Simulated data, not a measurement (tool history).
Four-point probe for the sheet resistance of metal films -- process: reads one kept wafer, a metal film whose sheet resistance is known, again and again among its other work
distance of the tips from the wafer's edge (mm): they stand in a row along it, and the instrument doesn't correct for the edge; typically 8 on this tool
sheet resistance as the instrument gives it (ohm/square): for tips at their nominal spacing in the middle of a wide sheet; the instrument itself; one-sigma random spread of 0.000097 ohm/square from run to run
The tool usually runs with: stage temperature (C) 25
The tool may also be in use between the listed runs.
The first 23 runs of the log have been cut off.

run	hour	stage temperature (C)	distance of the tips from the wafer's edge (mm)	sheet resistance as the instrument gives it (ohm/square)
24	517.4	22	15	0.482461
25	546.0	22	15	0.482504
26	575.1	23	62	0.482624
27	590.9	28	62	0.485604
28	612.6	22	8	0.483508
29	628.3	19	49	0.480379
30	642.0	26	11	0.485411
31	659.0	34	29	0.489531
32	681.0	34	29	0.489434
33	693.7	29	11	0.487116
34	712.6	29	30	0.486442
35	726.4	29	18	0.486621
36	748.7	20	11	0.481481
37	768.4	29	8	0.488066
38	794.6	20	26	0.480891
39	809.8	20	26	0.480989
40	826.1	21	50	0.481554
41	842.5	26	8	0.486172
42	857.6	25	67	0.483896
43	885.3	20	9	0.481982
44	913.0	20	9	0.482122

Consider 4 possible next runs. They are alternatives, not a sequence: every one starts from the tool as it was left by run 44. What does each give?
A	932.8	25	8	?
B	932.8	34	30	?
C	932.8	35	8	?
D	932.8	25	4	?

run	sheet resistance as the instrument gives it (ohm/square)
A	0.485374
B	0.489251
C	0.491369
D	0.490375
The same runs, with their run-to-run variation unchanged, on a tool lacking any hidden condition would have given:
run	sheet resistance as the instrument gives it (ohm/square)
A	0.485345
B	0.489223
C	0.491341
D	0.490345
